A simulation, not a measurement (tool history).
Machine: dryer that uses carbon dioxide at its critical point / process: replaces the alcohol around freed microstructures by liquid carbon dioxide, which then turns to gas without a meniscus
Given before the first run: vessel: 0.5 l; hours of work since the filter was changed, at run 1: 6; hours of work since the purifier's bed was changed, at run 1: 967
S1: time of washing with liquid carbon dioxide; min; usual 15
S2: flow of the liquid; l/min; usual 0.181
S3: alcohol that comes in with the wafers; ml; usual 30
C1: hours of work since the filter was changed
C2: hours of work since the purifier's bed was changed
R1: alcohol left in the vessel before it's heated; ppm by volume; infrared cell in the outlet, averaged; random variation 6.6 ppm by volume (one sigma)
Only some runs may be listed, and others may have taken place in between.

Run 1, hour 0.0: usual settings; C1 6; C2 967. Result: R1 536 ppm by volume.
Run 2, hour 28.6: usual settings; C1 27; C2 988. Result: R1 548 ppm by volume.
Run 3, hour 58.7: usual settings but S3 101 ml; C1 49; C2 1010. Result: R1 1419 ppm by volume.
Run 4, hour 93.6: usual settings but S3 101 ml; C1 75; C2 1036. Result: R1 1535 ppm by volume.
Run 5, hour 129.1: usual settings; C1 102; C2 1062. Result: R1 677 ppm by volume.
Run 6, hour 147.6: usual settings; C1 115; C2 1076. Result: R1 696 ppm by volume.
Run 7, hour 168.1: usual settings but S3 45 ml; C1 131; C2 1091. Result: R1 956 ppm by volume.
Run 8, hour 187.4: usual settings but S3 45 ml; C1 145; C2 1105. Result: R1 1001 ppm by volume.
Run 9, hour 223.6: usual settings but S2 0.196 l/min, S3 45 ml; C1 172; C2 1132. Result: R1 772 ppm by volume.
At hour 231.9: inlet filter changed.
Run 10, hour 248.0: usual settings but S2 0.196 l/min, S3 45 ml; C1 12; C2 1150. Result: R1 550 ppm by volume.
Run 11, hour 266.6: usual settings but S2 0.151 l/min; C1 26; C2 1163. Result: R1 1028 ppm by volume.
Run 12, hour 288.5: usual settings; C1 42; C2 1180. Result: R1 579 ppm by volume.
Run 13, hour 321.0: usual settings but S2 0.122 l/min; C1 66; C2 1204. Result: R1 2178 ppm by volume.
Run 14, hour 345.3: usual settings but S2 0.122 l/min; C1 84; C2 1222. Result: R1 2335 ppm by volume.
Run 15, hour 368.8: usual settings but S1 19 min, S2 0.304 l/min, S3 61 ml; C1 101; C2 1239. Result: R1 279 ppm by volume.
Run 16, hour 409.3: usual settings but S1 10 min, S2 0.110 l/min; C1 131; C2 1269. Result: R1 8868 ppm by volume.
At hour 446.8: purifier's bed changed.
Run 17, hour 452.7: usual settings but S1 10 min, S2 0.288 l/min; C1 161; C2 4. Result: R1 348 ppm by volume.
At hour 474.3: inlet filter changed.
Run 18, hour 483.4: usual settings but S1 10 min, S2 0.288 l/min; C1 7; C2 26. Result: R1 210 ppm by volume.
Run 19, hour 517.5: usual settings but S1 10 min, S2 0.147 l/min, S3 23 ml; C1 32; C2 52. Result: R1 2786 ppm by volume.
Run 20, hour 539.5: usual settings but S1 10 min, S2 0.147 l/min, S3 23 ml; C1 48; C2 68. Result: R1 2875 ppm by volume.
Run 21, hour 570.8: usual settings but S1 21 min, S2 0.291 l/min; C1 71; C2 91. Result: R1 23 ppm by volume.
Run 22, hour 606.1: usual settings but S2 0.202 l/min, S3 22 ml; C1 98; C2 117. Result: R1 195 ppm by volume.
Run 23, hour 634.3: usual settings but S1 23 min, S2 0.253 l/min, S3 56 ml; C1 118; C2 138. Result: R1 41 ppm by volume.
Run 24, hour 667.1: usual settings but S2 0.149 l/min, S3 88 ml; C1 143; C2 162. Result: R1 3306 ppm by volume.
Run 25, hour 690.8: usual settings but S1 13 min, S2 0.203 l/min, S3 67 ml; C1 160; C2 180. Result: R1 1296 ppm by volume.
At hour 713.9: inlet filter changed.
Run 26, hour 732.9: usual settings but S1 13 min, S2 0.203 l/min, S3 67 ml; C1 14; C2 210. Result: R1 840 ppm by volume.
Run 27, hour 758.0: usual settings but S3 48 ml; C1 33; C2 229. Result: R1 586 ppm by volume.

Forecast each of these 5 alternatives for the next run:
Run A, hour 796.6: usual settings but S1 11 min, S2 0.189 l/min, S3 91 ml; C1 61; C2 257. Result: R1 ?.
Run B, hour 796.6: usual settings but S1 12 min, S3 48 ml; C1 61; C2 257. Result: R1 ?.
Run C, hour 796.6: usual settings but S1 20 min, S3 106 ml; C1 61; C2 257. Result: R1 ?.
Run D, hour 796.6: usual settings but S1 22 min, S2 0.116 l/min, S3 48 ml; C1 61; C2 257. Result: R1 ?.
Run E, hour 796.6: usual settings but S2 0.210 l/min; C1 61; C2 257. Result: R1 ?.

run    R1
  A  3705
  B  1679
  C   298
  D   889
  E   218
Had the tool no hidden state, the same runs would have come out as:
run    R1
  A  3005
  B  1325
  C   174
  D   659
  E   120
